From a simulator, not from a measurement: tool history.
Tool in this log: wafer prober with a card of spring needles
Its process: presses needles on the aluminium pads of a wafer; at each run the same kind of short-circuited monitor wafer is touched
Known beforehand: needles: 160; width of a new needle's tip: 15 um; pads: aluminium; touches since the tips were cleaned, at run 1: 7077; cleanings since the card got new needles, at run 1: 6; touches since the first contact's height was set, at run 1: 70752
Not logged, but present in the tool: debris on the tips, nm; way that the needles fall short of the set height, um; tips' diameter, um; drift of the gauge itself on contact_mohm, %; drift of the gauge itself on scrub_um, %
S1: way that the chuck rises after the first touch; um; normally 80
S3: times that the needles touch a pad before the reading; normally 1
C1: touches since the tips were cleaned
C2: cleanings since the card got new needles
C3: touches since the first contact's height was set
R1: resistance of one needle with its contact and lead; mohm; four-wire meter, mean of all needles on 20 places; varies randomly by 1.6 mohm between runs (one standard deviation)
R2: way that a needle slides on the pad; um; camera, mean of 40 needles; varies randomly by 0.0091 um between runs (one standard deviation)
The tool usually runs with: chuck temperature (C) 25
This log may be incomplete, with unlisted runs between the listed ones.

run 1 day=0.000 | S1=80 chuck_temperature_(C)=25 S3=1 | C1=7077 C2=6 C3=70752 | R1=159 R2=12.429
-- day=0.142 tips cleaned on abrasive film
-- day=0.862 tips cleaned on abrasive film
run 2 day=1.446 | S1=80 chuck_temperature_(C)=25 S3=1 | C1=8856 C2=8 C3=92617 | R1=160 R2=12.437
-- day=1.596 tips cleaned on abrasive film
-- day=2.317 tips cleaned on abrasive film
-- day=3.042 tips cleaned on abrasive film
run 3 day=3.350 | S1=80 chuck_temperature_(C)=25 S3=1 | C1=4683 C2=11 C3=121429 | R1=161 R2=12.416
-- day=3.646 tips cleaned on abrasive film
-- day=4.100 height of the first contact set anew
-- day=4.396 tips cleaned on abrasive film
run 4 day=4.888 | S1=80 chuck_temperature_(C)=25 S3=1 | C1=7451 C2=13 C3=11903 | R1=154 R2=12.405
-- day=5.038 tips cleaned on abrasive film
-- day=5.688 tips cleaned on abrasive film
-- day=6.367 tips cleaned on abrasive film
-- day=7.092 tips cleaned on abrasive film
run 5 day=7.462 | S1=80 chuck_temperature_(C)=25 S3=1 | C1=5696 C2=17 C3=50888 | R1=158 R2=12.404
-- day=7.733 tips cleaned on abrasive film
-- day=8.471 tips cleaned on abrasive film
run 6 day=8.854 | S1=80 chuck_temperature_(C)=25 S3=1 | C1=5857 C2=19 C3=71929 | R1=153 R2=12.401
-- day=9.100 tips cleaned on abrasive film
-- day=9.783 tips cleaned on abrasive film
-- day=10.408 tips cleaned on abrasive film
run 7 day=10.408 | S1=80 chuck_temperature_(C)=25 S3=1 | C1=0 C2=22 C3=95399 | R1=157 R2=12.388
-- day=11.000 tips cleaned on abrasive film
-- day=11.704 tips cleaned on abrasive film
run 8 day=11.854 | S1=80 chuck_temperature_(C)=25 S3=1 | C1=2290 C2=24 C3=117240 | R1=155 R2=12.398
-- day=12.438 tips cleaned on abrasive film
-- day=12.858 height of the first contact set anew
-- day=13.133 tips cleaned on abrasive film
-- day=13.871 tips cleaned on abrasive film
run 9 day=13.871 | S1=80 chuck_temperature_(C)=25 S3=1 | C1=0 C2=27 C3=15276 | R1=154 R2=12.359
-- day=14.571 tips cleaned on abrasive film
-- day=15.158 tips cleaned on abrasive film
-- day=15.879 tips cleaned on abrasive film
run 10 day=15.879 | S1=80 chuck_temperature_(C)=25 S3=1 | C1=0 C2=30 C3=45656 | R1=158 R2=12.357
-- day=16.608 tips cleaned on abrasive film
-- day=17.329 tips cleaned on abrasive film
run 11 day=17.571 | S1=80 chuck_temperature_(C)=25 S3=1 | C1=3697 C2=32 C3=71263 | R1=157 R2=12.335
-- day=18.004 tips cleaned on abrasive film
-- day=18.708 tips cleaned on abrasive film
-- day=19.429 tips cleaned on abrasive film
-- day=20.129 tips cleaned on abrasive film
run 12 day=20.179 | S1=80 chuck_temperature_(C)=25 S3=1 | C1=736 C2=36 C3=110699 | R1=156 R2=12.348
-- day=20.750 tips cleaned on abrasive film
-- day=21.471 tips cleaned on abrasive film
-- day=21.629 height of the first contact set anew
run 13 day=21.979 | S1=80 chuck_temperature_(C)=25 S3=1 | C1=7566 C2=38 C3=5339 | R1=158 R2=12.338
-- day=22.121 tips cleaned on abrasive film
-- day=22.846 tips cleaned on abrasive film
-- day=23.433 tips cleaned on abrasive film
-- day=24.112 tips cleaned on abrasive film
run 14 day=24.138 | S1=80 chuck_temperature_(C)=82 S3=1 | C1=390 C2=42 C3=37962 | R1=169 R2=12.315
-- day=24.729 tips cleaned on abrasive film
-- day=25.429 tips cleaned on abrasive film
run 15 day=25.517 | S1=80 chuck_temperature_(C)=82 S3=1 | C1=1309 C2=44 C3=58798 | R1=166 R2=12.305
-- day=26.096 tips cleaned on abrasive film
-- day=26.688 tips cleaned on abrasive film
-- day=27.346 tips cleaned on abrasive film
run 16 day=27.346 | S1=79 chuck_temperature_(C)=27 S3=1 | C1=0 C2=47 C3=86459 | R1=159 R2=12.145
-- day=28.067 tips cleaned on abrasive film
-- day=28.729 tips cleaned on abrasive film
run 17 day=28.729 | S1=97 chuck_temperature_(C)=25 S3=1 | C1=0 C2=49 C3=107362 | R1=157 R2=14.901
-- day=29.450 tips cleaned on abrasive film
-- day=30.121 tips cleaned on abrasive film
-- day=30.425 height of the first contact set anew
-- day=30.721 tips cleaned on abrasive film
run 18 day=31.262 | S1=90 chuck_temperature_(C)=31 S3=2 | C1=8211 C2=52 C3=12665 | R1=155 R2=13.822
-- day=31.412 tips cleaned on abrasive film
-- day=32.083 tips cleaned on abrasive film
-- day=32.817 tips cleaned on abrasive film
-- day=33.512 tips cleaned on abrasive film
run 19 day=33.825 | S1=90 chuck_temperature_(C)=31 S3=2 | C1=4735 C2=56 C3=51391 | R1=154 R2=13.800
-- day=34.121 tips cleaned on abrasive film
-- day=34.842 tips cleaned on abrasive film
-- day=35.533 tips cleaned on abrasive film
run 20 day=35.883 | S1=86 chuck_temperature_(C)=31 S3=1 | C1=5326 C2=59 C3=82565 | R1=158 R2=13.180
-- day=36.150 tips cleaned on abrasive film
-- day=36.842 tips cleaned on abrasive film
-- day=37.562 tips cleaned on abrasive film
run 21 day=37.858 | S1=86 chuck_temperature_(C)=31 S3=2 | C1=4512 C2=62 C3=112397 | R1=159 R2=13.169
-- day=38.262 tips cleaned on abrasive film
-- day=38.992 tips cleaned on abrasive film
-- day=39.296 height of the first contact set anew
run 22 day=39.504 | S1=64 chuck_temperature_(C)=36 S3=3 | C1=7579 C2=64 C3=3127 | R1=160 R2=9.800
-- day=39.629 tips cleaned on abrasive film
-- day=40.312 tips cleaned on abrasive film
-- day=40.900 tips cleaned on abrasive film
run 23 day=41.108 | S1=80 chuck_temperature_(C)=25 S3=2 | C1=3154 C2=67 C3=27381 | R1=158 R2=12.230
-- day=41.554 tips cleaned on abrasive film
-- day=42.279 tips cleaned on abrasive film
-- day=43.012 tips cleaned on abrasive film
run 24 day=43.404 | S1=80 chuck_temperature_(C)=25 S3=1 | C1=5976 C2=70 C3=62141 | R1=157 R2=12.232
-- day=43.696 tips cleaned on abrasive film
-- day=44.412 tips cleaned on abrasive film
-- day=45.125 tips cleaned on abrasive film
-- day=45.858 tips cleaned on abrasive film
run 25 day=46.067 | S1=80 chuck_temperature_(C)=124 S3=3 | C1=3160 C2=74 C3=102379 | R1=174 R2=12.208
-- day=46.508 tips cleaned on abrasive film
-- day=47.229 tips cleaned on abrasive film
-- day=47.929 tips cleaned on abrasive film
run 26 day=48.000 | S1=95 chuck_temperature_(C)=25 S3=2 | C1=1133 C2=77 C3=131633 | R1=153 R2=14.487
-- day=48.162 height of the first contact set anew
-- day=48.583 tips cleaned on abrasive film
-- day=49.308 tips cleaned on abrasive film
run 27 day=49.629 | S1=80 chuck_temperature_(C)=26 S3=1 | C1=4903 C2=79 C3=22209 | R1=153 R2=12.181
-- day=49.925 tips cleaned on abrasive film
-- day=50.621 tips cleaned on abrasive film
run 28 day=50.908 | S1=76 chuck_temperature_(C)=32 S3=1 | C1=4380 C2=81 C3=41541 | R1=158 R2=11.562

What differs in the tool's unlogged condition from the final listed run ahead of each entry between runs to the first listed run following it?
Between runs 1 and 2: tips cleaned on abrasive film (day 0.142); tips cleaned on abrasive film (day 0.862)
  drift of the gauge itself on scrub_um, %: 0 -> -0.06
  the result without the hidden state subtracted from the measured one, R2: +0.000 -> -0.007 um
Between runs 2 and 3: tips cleaned on abrasive film (day 1.596); tips cleaned on abrasive film (day 2.317); tips cleaned on abrasive film (day 3.042)
  debris on the tips, nm: 0.3 -> 0.2; drift of the gauge itself on scrub_um, %: -0.06 -> -0.13
  the result without the hidden state subtracted from the measured one, R2: -0.007 -> -0.016 um
Between runs 3 and 4: tips cleaned on abrasive film (day 3.646); height of the first contact set anew (day 4.100); tips cleaned on abrasive film (day 4.396)
  debris on the tips, nm: 0.2 -> 0.3; drift of the gauge itself on scrub_um, %: -0.13 -> -0.19
  the result without the hidden state subtracted from the measured one, R2: -0.016 -> -0.023 um
Between runs 4 and 5: tips cleaned on abrasive film (day 5.038); tips cleaned on abrasive film (day 5.688); tips cleaned on abrasive film (day 6.367); tips cleaned on abrasive film (day 7.092)
  drift of the gauge itself on scrub_um, %: -0.19 -> -0.29
  the result without the hidden state subtracted from the measured one, R2: -0.023 -> -0.037 um
Between runs 5 and 6: tips cleaned on abrasive film (day 7.733); tips cleaned on abrasive film (day 8.471)
  drift of the gauge itself on scrub_um, %: -0.29 -> -0.34
  the result without the hidden state subtracted from the measured one, R2: -0.037 -> -0.043 um
Between runs 6 and 7: tips cleaned on abrasive film (day 9.100); tips cleaned on abrasive film (day 9.783); tips cleaned on abrasive film (day 10.408)
  debris on the tips, nm: 0.3 -> 0; drift of the gauge itself on scrub_um, %: -0.34 -> -0.41
  the result without the hidden state subtracted from the measured one, R2: -0.043 -> -0.050 um
Between runs 7 and 8: tips cleaned on abrasive film (day 11.000); tips cleaned on abrasive film (day 11.704)
  debris on the tips, nm: 0 -> 0.1; drift of the gauge itself on scrub_um, %: -0.41 -> -0.46
  the result without the hidden state subtracted from the measured one, R2: -0.050 -> -0.058 um
Between runs 8 and 9: tips cleaned on abrasive film (day 12.438); height of the first contact set anew (day 12.858); tips cleaned on abrasive film (day 13.133); tips cleaned on abrasive film (day 13.871)
  debris on the tips, nm: 0.1 -> 0; drift of the gauge itself on scrub_um, %: -0.46 -> -0.54
  the result without the hidden state subtracted from the measured one, R2: -0.058 -> -0.067 um
Between runs 9 and 10: tips cleaned on abrasive film (day 14.571); tips cleaned on abrasive film (day 15.158); tips cleaned on abrasive film (day 15.879)
  drift of the gauge itself on scrub_um, %: -0.54 -> -0.62
  the result without the hidden state subtracted from the measured one, R2: -0.067 -> -0.077 um
Between runs 10 and 11: tips cleaned on abrasive film (day 16.608); tips cleaned on abrasive film (day 17.329)
  debris on the tips, nm: 0 -> 0.2; drift of the gauge itself on scrub_um, %: -0.62 -> -0.68
  the result without the hidden state subtracted from the measured one, R2: -0.077 -> -0.085 um
Between runs 11 and 12: tips cleaned on abrasive film (day 18.004); tips cleaned on abrasive film (day 18.708); tips cleaned on abrasive film (day 19.429); tips cleaned on abrasive film (day 20.129)
  debris on the tips, nm: 0.2 -> 0.1; drift of the gauge itself on scrub_um, %: -0.68 -> -0.79
  the result without the hidden state subtracted from the measured one, R2: -0.085 -> -0.098 um
Between runs 12 and 13: tips cleaned on abrasive film (day 20.750); tips cleaned on abrasive film (day 21.471); height of the first contact set anew (day 21.629)
  debris on the tips, nm: 0.1 -> 0.3; drift of the gauge itself on scrub_um, %: -0.79 -> -0.86
  the result without the hidden state subtracted from the measured one, R2: -0.098 -> -0.106 um
Between runs 13 and 14: tips cleaned on abrasive film (day 22.121); tips cleaned on abrasive film (day 22.846); tips cleaned on abrasive film (day 23.433); tips cleaned on abrasive film (day 24.112)
  debris on the tips, nm: 0.3 -> 0.1; drift of the gauge itself on scrub_um, %: -0.86 -> -0.94
  the result without the hidden state subtracted from the measured one, R2: -0.106 -> -0.117 um
Between runs 14 and 15: tips cleaned on abrasive film (day 24.729); tips cleaned on abrasive film (day 25.429)
  drift of the gauge itself on scrub_um, %: -0.94 -> -0.99
  the result without the hidden state subtracted from the measured one, R2: -0.117 -> -0.124 um
Between runs 15 and 16: tips cleaned on abrasive film (day 26.096); tips cleaned on abrasive film (day 26.688); tips cleaned on abrasive film (day 27.346)
  debris on the tips, nm: 0.1 -> 0; drift of the gauge itself on scrub_um, %: -0.99 -> -1.06
  the result without the hidden state subtracted from the measured one, R2: -0.124 -> -0.131 um
Between runs 16 and 17: tips cleaned on abrasive film (day 28.067); tips cleaned on abrasive film (day 28.729)
  drift of the gauge itself on scrub_um, %: -1.06 -> -1.12
  the result without the hidden state subtracted from the measured one, R2: -0.131 -> -0.169 um
Between runs 17 and 18: tips cleaned on abrasive film (day 29.450); tips cleaned on abrasive film (day 30.121); height of the first contact set anew (day 30.425); tips cleaned on abrasive film (day 30.721)
  debris on the tips, nm: 0 -> 0.3; drift of the gauge itself on scrub_um, %: -1.12 -> -1.22
  the result without the hidden state subtracted from the measured one, R2: -0.169 -> -0.170 um
Between runs 18 and 19: tips cleaned on abrasive film (day 31.412); tips cleaned on abrasive film (day 32.083); tips cleaned on abrasive film (day 32.817); tips cleaned on abrasive film (day 33.512)
  debris on the tips, nm: 0.3 -> 0.2; drift of the gauge itself on scrub_um, %: -1.22 -> -1.32
  the result without the hidden state subtracted from the measured one, R2: -0.170 -> -0.184 um
Between runs 19 and 20: tips cleaned on abrasive film (day 34.121); tips cleaned on abrasive film (day 34.842); tips cleaned on abrasive film (day 35.533)
  drift of the gauge itself on scrub_um, %: -1.32 -> -1.4
  the result without the hidden state subtracted from the measured one, R2: -0.184 -> -0.187 um
Between runs 20 and 21: tips cleaned on abrasive film (day 36.150); tips cleaned on abrasive film (day 36.842); tips cleaned on abrasive film (day 37.562)
  drift of the gauge itself on scrub_um, %: -1.4 -> -1.47
  the result without the hidden state subtracted from the measured one, R2: -0.187 -> -0.197 um
Between runs 21 and 22: tips cleaned on abrasive film (day 38.262); tips cleaned on abrasive film (day 38.992); height of the first contact set anew (day 39.296)
  debris on the tips, nm: 0.2 -> 0.3; drift of the gauge itself on scrub_um, %: -1.47 -> -1.54
  the result without the hidden state subtracted from the measured one, R2: -0.197 -> -0.153 um
Between runs 22 and 23: tips cleaned on abrasive film (day 39.629); tips cleaned on abrasive film (day 40.312); tips cleaned on abrasive film (day 40.900)
  debris on the tips, nm: 0.3 -> 0.2; drift of the gauge itself on scrub_um, %: -1.54 -> -1.6
  the result without the hidden state subtracted from the measured one, R2: -0.153 -> -0.199 um
Between runs 23 and 24: tips cleaned on abrasive film (day 41.554); tips cleaned on abrasive film (day 42.279); tips cleaned on abrasive film (day 43.012)
  debris on the tips, nm: 0.2 -> 0.3; drift of the gauge itself on scrub_um, %: -1.6 -> -1.69
  the result without the hidden state subtracted from the measured one, R2: -0.199 -> -0.211 um
Between runs 24 and 25: tips cleaned on abrasive film (day 43.696); tips cleaned on abrasive film (day 44.412); tips cleaned on abrasive film (day 45.125); tips cleaned on abrasive film (day 45.858)
  debris on the tips, nm: 0.3 -> 0.2; drift of the gauge itself on scrub_um, %: -1.69 -> -1.79
  the result without the hidden state subtracted from the measured one, R2: -0.211 -> -0.224 um
Between runs 25 and 26: tips cleaned on abrasive film (day 46.508); tips cleaned on abrasive film (day 47.229); tips cleaned on abrasive film (day 47.929)
  debris on the tips, nm: 0.2 -> 0.1; drift of the gauge itself on scrub_um, %: -1.79 -> -1.87
  the result without the hidden state subtracted from the measured one, R2: -0.224 -> -0.276 um
Between runs 26 and 27: height of the first contact set anew (day 48.162); tips cleaned on abrasive film (day 48.583); tips cleaned on abrasive film (day 49.308)
  debris on the tips, nm: 0.1 -> 0.3; drift of the gauge itself on scrub_um, %: -1.87 -> -1.93
  the result without the hidden state subtracted from the measured one, R2: -0.276 -> -0.240 um
Between runs 27 and 28: tips cleaned on abrasive film (day 49.925); tips cleaned on abrasive film (day 50.621)
  debris on the tips, nm: 0.3 -> 0.2; drift of the gauge itself on scrub_um, %: -1.93 -> -1.98
  the result without the hidden state subtracted from the measured one, R2: -0.240 -> -0.233 um

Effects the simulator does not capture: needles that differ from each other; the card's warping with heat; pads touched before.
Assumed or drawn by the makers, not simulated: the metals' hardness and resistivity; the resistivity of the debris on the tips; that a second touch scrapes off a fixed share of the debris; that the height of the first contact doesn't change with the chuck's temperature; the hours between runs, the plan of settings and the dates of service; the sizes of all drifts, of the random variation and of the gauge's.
